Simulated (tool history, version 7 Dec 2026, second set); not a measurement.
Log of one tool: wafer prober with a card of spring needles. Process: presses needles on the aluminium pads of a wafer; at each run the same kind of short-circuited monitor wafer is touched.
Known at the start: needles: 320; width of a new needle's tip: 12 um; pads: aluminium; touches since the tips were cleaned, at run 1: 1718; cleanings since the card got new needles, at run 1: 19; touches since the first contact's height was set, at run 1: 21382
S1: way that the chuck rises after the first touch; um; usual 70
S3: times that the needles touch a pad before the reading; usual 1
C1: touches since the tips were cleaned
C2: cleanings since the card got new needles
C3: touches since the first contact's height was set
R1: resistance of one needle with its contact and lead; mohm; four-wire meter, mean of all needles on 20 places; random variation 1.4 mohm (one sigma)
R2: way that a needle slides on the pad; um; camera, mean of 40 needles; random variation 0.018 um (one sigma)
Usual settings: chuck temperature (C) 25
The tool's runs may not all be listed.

run 1 hour=0 | S1=70 chuck_temperature_(C)=25 S3=1 | C1=1718 C2=19 C3=21382 | R1=128 R2=16.26
-- hour=5.6 tips cleaned on abrasive film
run 2 hour=11.9 | S1=70 chuck_temperature_(C)=25 S3=1 | C1=3629 C2=20 C3=28150 | R1=130 R2=16.25
-- hour=13.4 tips cleaned on abrasive film
run 3 hour=18.7 | S1=70 chuck_temperature_(C)=25 S3=1 | C1=3050 C2=21 C3=32037 | R1=128 R2=16.21
-- hour=21.3 tips cleaned on abrasive film
run 4 hour=26.1 | S1=70 chuck_temperature_(C)=25 S3=1 | C1=2737 C2=22 C3=36234 | R1=126 R2=16.24
-- hour=29.3 tips cleaned on abrasive film
run 5 hour=35.7 | S1=70 chuck_temperature_(C)=119 S3=1 | C1=3693 C2=23 C3=41696 | R1=146 R2=16.22
-- hour=37.6 tips cleaned on abrasive film
-- hour=45.5 tips cleaned on abrasive film
run 6 hour=46.5 | S1=70 chuck_temperature_(C)=25 S3=1 | C1=591 C2=25 C3=47828 | R1=128 R2=16.23
-- hour=53.5 tips cleaned on abrasive film
run 7 hour=53.5 | S1=70 chuck_temperature_(C)=25 S3=1 | C1=30 C2=26 C3=51800 | R1=129 R2=16.27
-- hour=61.3 tips cleaned on abrasive film
run 8 hour=61.3 | S1=70 chuck_temperature_(C)=25 S3=1 | C1=0 C2=27 C3=56189 | R1=130 R2=16.23
-- hour=69.5 tips cleaned on abrasive film
run 9 hour=71.6 | S1=70 chuck_temperature_(C)=25 S3=1 | C1=1215 C2=28 C3=62070 | R1=127 R2=16.21
-- hour=77.8 tips cleaned on abrasive film
run 10 hour=80 | S1=56 chuck_temperature_(C)=25 S3=1 | C1=1265 C2=29 C3=66835 | R1=127 R2=12.97
-- hour=85.5 tips cleaned on abrasive film
run 11 hour=87.2 | S1=56 chuck_temperature_(C)=43 S3=2 | C1=997 C2=30 C3=70944 | R1=129 R2=13
-- hour=90.3 height of the first contact set anew
-- hour=94.2 tips cleaned on abrasive film
run 12 hour=95.1 | S1=56 chuck_temperature_(C)=43 S3=2 | C1=504 C2=31 C3=2711 | R1=131 R2=13.02
-- hour=101.9 tips cleaned on abrasive film
run 13 hour=107.1 | S1=56 chuck_temperature_(C)=43 S3=2 | C1=2984 C2=32 C3=9567 | R1=131 R2=12.99
-- hour=109.7 tips cleaned on abrasive film
-- hour=118 tips cleaned on abrasive film
run 14 hour=118 | S1=55 chuck_temperature_(C)=35 S3=1 | C1=0 C2=34 C3=15721 | R1=127 R2=12.77
run 15 hour=124.1 | S1=51 chuck_temperature_(C)=35 S3=1 | C1=3491 C2=34 C3=19212 | R1=130 R2=11.81
-- hour=125.9 tips cleaned on abrasive film
-- hour=133.9 tips cleaned on abrasive film
run 16 hour=134.7 | S1=56 chuck_temperature_(C)=47 S3=1 | C1=435 C2=36 C3=25192 | R1=131 R2=12.98
-- hour=141.8 tips cleaned on abrasive film
run 17 hour=142.8 | S1=73 chuck_temperature_(C)=56 S3=2 | C1=573 C2=37 C3=29802 | R1=132 R2=16.93

Forecast each of these 3 alternatives for the next run:
-- hour=149.6 tips cleaned on abrasive film
run A hour=150.7 | S1=83 chuck_temperature_(C)=37 S3=2 | C1=681 C2=38 C3=34339 | R1=? R2=?
-- hour=149.6 tips cleaned on abrasive film
run B hour=150.7 | S1=66 chuck_temperature_(C)=56 S3=2 | C1=681 C2=38 C3=34339 | R1=? R2=?
-- hour=149.6 tips cleaned on abrasive film
run C hour=150.7 | S1=62 chuck_temperature_(C)=36 S3=2 | C1=681 C2=38 C3=34339 | R1=? R2=?

run=A R1=126 R2=19.26
run=B R1=132 R2=15.34
run=C R1=129 R2=14.4
Without the tool's hidden state the same runs would have given:
run=A R1=126 R2=19.26
run=B R1=132 R2=15.34
run=C R1=128 R2=14.4
